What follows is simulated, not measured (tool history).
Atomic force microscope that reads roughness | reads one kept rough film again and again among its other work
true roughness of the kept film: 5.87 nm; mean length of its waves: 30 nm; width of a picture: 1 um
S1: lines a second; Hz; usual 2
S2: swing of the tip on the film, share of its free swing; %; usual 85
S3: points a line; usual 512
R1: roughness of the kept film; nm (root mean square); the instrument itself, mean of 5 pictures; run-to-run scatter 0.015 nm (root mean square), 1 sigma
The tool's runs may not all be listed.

run	hour	S1	S2	S3	R1
1	0	2	85	512	2.962
2	29.7	2	85	512	2.907
3	67.1	2	85	512	2.833
# hour 80.7: new tip fitted
4	97.3	2	85	946	3.536
5	162	2	85	946	3.314
6	218.7	2	85	946	3.148
7	284.9	2	85	946	3.006
8	346.3	2	85	946	2.86
# hour 350.8: new tip fitted
# hour 358: height scale calibrated on a step standard
9	394.5	2	57	512	4.135
10	449.5	1.63	85	512	3.388
11	484	2	85	512	3.141
12	525.6	2	85	512	3.052
13	568.1	2	85	512	2.967
14	612.4	2	85	512	2.863
# hour 622: new tip fitted
15	644.2	2	85	512	3.418
# hour 685.3: height scale calibrated on a step standard, once more
16	693.5	2	70	512	3.828
17	752.7	2.7	85	512	2.956
18	787.8	2.7	85	512	2.899
19	825.5	2.7	85	512	2.779
20	890.5	2.7	85	512	2.664
# hour 897.3: new tip fitted
21	924.7	2	85	512	3.501
22	970.2	2	85	512	3.369
23	1038	1.98	85	512	3.189
24	1074.2	0.64	85	512	3.629
25	1101.7	2	85	855	3.008
# hour 1169.7: new tip fitted
26	1169.7	2	85	512	3.565
27	1207.4	2	80	376	3.614
28	1259.9	3.68	68	1003	3.5
29	1296.8	0.74	62	606	3.98
30	1337.6	0.74	62	606	3.893
31	1402.8	1.36	62	606	3.539
# hour 1443.8: new tip fitted
32	1457.6	1.92	87	594	3.437
33	1501.9	1.92	87	594	3.333
34	1534.4	1.92	61	418	3.909
35	1593.8	1.92	61	418	3.708
36	1623.1	3.15	70	512	3.243
37	1661.1	3.15	62	384	3.369
# hour 1715.9: new tip fitted
38	1719.1	3.15	62	631	4.014
39	1757.6	1.03	59	844	4.238
40	1809.8	0.72	90	674	3.677
41	1850.7	0.72	90	674	3.601
42	1879.9	2.66	77	384	3.146
43	1941.1	2.66	77	384	2.98
44	1983.4	0.94	85	924	3.24
# hour 1988.6: new tip fitted
45	2030	0.94	85	924	3.898
46	2076.7	0.94	85	924	3.737
47	2107.8	3.93	66	371	3.423
48	2175.1	1.84	85	512	3.104
49	2238.3	1.84	85	512	2.946
# hour 2258.4: new tip fitted
50	2272.6	1.18	68	512	4.123
51	2317.2	2	62	512	3.927

Some steps in R1 between neighbouring runs. How much of each would the tool show without its hidden state too (settings, what came in, random variation), and how much is left for the hidden state, with any gauge scatter that isn't in both results?
What the log doesn't record here: radius of the tip, nm; height scale over the true one, %; drift of the gauge itself on roughness_nm, %.
Run 3 -> 4: S3 512 -> 946, new tip fitted. R1 +0.703 nm (root mean square): hidden state +0.683, all else +0.02.
Run 8 -> 9: S2 85 -> 57, S3 946 -> 512, new tip fitted, height scale calibrated on a step standard. R1 +1.275 nm (root mean square): hidden state +0.511, all else +0.764.
Run 16 -> 17: S1 2 -> 2.7, S2 70 -> 85. R1 -0.872 nm (root mean square): hidden state -0.097, all else -0.775.
Run 31 -> 32: S1 1.36 -> 1.92, S2 62 -> 87, S3 606 -> 594, new tip fitted. R1 -0.102 nm (root mean square): hidden state +0.689, all else -0.791.
Run 44 -> 45: new tip fitted. R1 +0.658 nm (root mean square): hidden state +0.668, all else -0.01.
Run 49 -> 50: S1 1.84 -> 1.18, S2 85 -> 68, new tip fitted. R1 +1.177 nm (root mean square): hidden state +0.5, all else +0.677.
